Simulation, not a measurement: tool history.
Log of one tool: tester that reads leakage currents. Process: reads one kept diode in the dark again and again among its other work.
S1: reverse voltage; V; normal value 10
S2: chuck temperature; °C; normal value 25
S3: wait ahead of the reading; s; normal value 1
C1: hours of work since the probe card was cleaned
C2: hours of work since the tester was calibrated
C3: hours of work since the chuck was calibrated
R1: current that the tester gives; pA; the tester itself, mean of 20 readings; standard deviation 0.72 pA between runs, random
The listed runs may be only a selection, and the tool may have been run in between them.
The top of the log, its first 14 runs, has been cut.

| run | hour | S1 | S2 | S3 | C1 | C2 | C3 | R1 |
|---|---|---|---|---|---|---|---|---|
| 15 | 2308.2 | 10 | 25 | 1 | 898 | 2482 | 143 | 237.47 |
| 16 | 2465 | 10 | 59 | 1 | 1006 | 2591 | 252 | 2602.89 |
| 17 | 2648.1 | 10 | 25 | 1 | 1133 | 2718 | 379 | 223 |
|  | 2737.9 | probe card cleaned and baked |
|  | 2815 | tester calibrated |
| 18 | 2815 | 10 | 25 | 1 | 52 | 0 | 491 | 205.37 |
|  | 2861.5 | chuck's temperature calibrated |
| 19 | 2915.6 | 10 | 25 | 1 | 121 | 68 | 38 | 238.82 |
| 20 | 3077.2 | 11.4 | 58 | 1.07 | 233 | 180 | 150 | 2679.55 |
| 21 | 3174.7 | 5.8 | 25 | 1.82 | 300 | 248 | 217 | 176.56 |
| 22 | 3391.1 | 1.1 | 25 | 3.31 | 450 | 398 | 367 | 78.34 |
| 23 | 3554.1 | 7.4 | 25 | 1 | 563 | 511 | 480 | 185.96 |
|  | 3621.8 | chuck's temperature calibrated |
| 24 | 3659.8 | 10 | 24 | 1 | 635 | 583 | 26 | 227.39 |
| 25 | 3748 | 10 | 24 | 1 | 697 | 644 | 88 | 225.44 |
| 26 | 3892.3 | 2 | 25 | 1 | 797 | 745 | 188 | 110.05 |
| 27 | 4041.2 | 10 | 50 | 0.33 | 900 | 848 | 291 | 1442.41 |
| 28 | 4167.7 | 3.2 | 48 | 1.03 | 988 | 936 | 379 | 722.73 |
| 29 | 4343.7 | 6.3 | 32 | 1.03 | 1110 | 1058 | 501 | 298.01 |
|  | 4374.7 | chuck's temperature calibrated |
|  | 4470.3 | probe card cleaned and baked |
| 30 | 4542 | 7.8 | 48 | 0.53 | 50 | 1192 | 114 | 1158.71 |
| 31 | 4640.2 | 14.8 | 45 | 5.51 | 118 | 1260 | 182 | 1239.9 |
| 32 | 4740.5 | 10 | 25 | 0.57 | 187 | 1329 | 252 | 225.65 |
| 33 | 4873.7 | 10 | 25 | 0.57 | 280 | 1422 | 344 | 219.74 |
| 34 | 5051.1 | 6.1 | 33 | 3.95 | 403 | 1545 | 467 | 313.31 |
|  | 5132.9 | chuck's temperature calibrated |
| 35 | 5243.6 | 6.1 | 33 | 3.95 | 535 | 1677 | 77 | 351.98 |
| 36 | 5395 | 6.1 | 33 | 3.95 | 640 | 1782 | 182 | 339.9 |
| 37 | 5525.2 | 1.6 | 37 | 0.94 | 730 | 1872 | 272 | 240.46 |
| 38 | 5668 | 1.8 | 46 | 0.47 | 829 | 1972 | 371 | 478.72 |

4 ways to go on from here, each from the tool as it stands after run 38. What would each give?
| A | 5847.4 | 1.8 | 46 | 0.95 | 954 | 2096 | 496 | ? |
| B | 5847.4 | 2.7 | 44 | 2.23 | 954 | 2096 | 496 | ? |
| C | 5847.4 | 9 | 41 | 1.92 | 954 | 2096 | 496 | ? |
| D | 5847.4 | 13.5 | 26 | 2.54 | 954 | 2096 | 496 | ? |

| run | R1 |
|---|---|
| A | 459.84 |
| B | 481.42 |
| C | 681.13 |
| D | 270.86 |
With the hidden condition removed and each run's random variation left untouched, the same runs would have given:
| run | R1 |
|---|---|
| A | 526.57 |
| B | 551.15 |
| C | 774.97 |
| D | 299.24 |
